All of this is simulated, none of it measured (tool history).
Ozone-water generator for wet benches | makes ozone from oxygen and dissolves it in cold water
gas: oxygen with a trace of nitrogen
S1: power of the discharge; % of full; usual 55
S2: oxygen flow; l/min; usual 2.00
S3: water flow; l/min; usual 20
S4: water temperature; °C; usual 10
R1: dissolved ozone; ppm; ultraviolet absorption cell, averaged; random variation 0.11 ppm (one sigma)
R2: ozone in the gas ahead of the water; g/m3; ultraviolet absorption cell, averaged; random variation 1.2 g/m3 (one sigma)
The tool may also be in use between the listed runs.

run,hour,S1,S2,S3,S4,R1,R2
1,0.0,55,2.00,20,10,12.8,206.0
2,53.5,55,2.00,20,11,12.8,208.3
3,99.8,55,2.00,20,11,12.8,208.4
4,154.4,55,2.00,20,11,12.7,208.2
5,189.1,55,2.00,26,11,9.4,210.0
6,234.2,55,1.86,26,11,9.3,212.5
7,280.6,55,1.86,26,11,9.0,212.4
8,330.3,55,1.86,26,11,9.0,213.6
9,395.6,55,1.86,26,11,9.0,211.8
10,453.9,55,2.90,20,10,15.0,184.2
11,520.0,55,2.90,20,10,15.2,184.1
12,599.0,55,2.90,20,10,15.3,186.0
13,635.5,55,2.90,20,10,15.2,183.2
14,706.0,55,2.00,20,10,12.7,209.8
15,762.6,47,2.00,20,10,11.3,186.6
16,821.8,47,3.33,20,10,14.4,157.4
# hour 843.4: contactor cleaned
17,870.0,47,3.33,20,7,15.3,159.1
18,935.4,74,3.33,20,11,20.4,218.1
19,1014.8,72,1.39,20,10,13.3,279.8
20,1077.1,72,1.39,20,10,13.1,278.5
21,1109.2,72,2.86,20,5,19.2,223.9
22,1186.4,72,2.86,20,5,19.4,221.2

The next listed run, before its measurement:
23,1247.0,72,2.86,27,5,?,?

{"run 23": {"R1": 13.7, "R2": 222.5}}
Without the tool's hidden state the same run would have given R1 14.1 ppm, R2 227.1 g/m3.
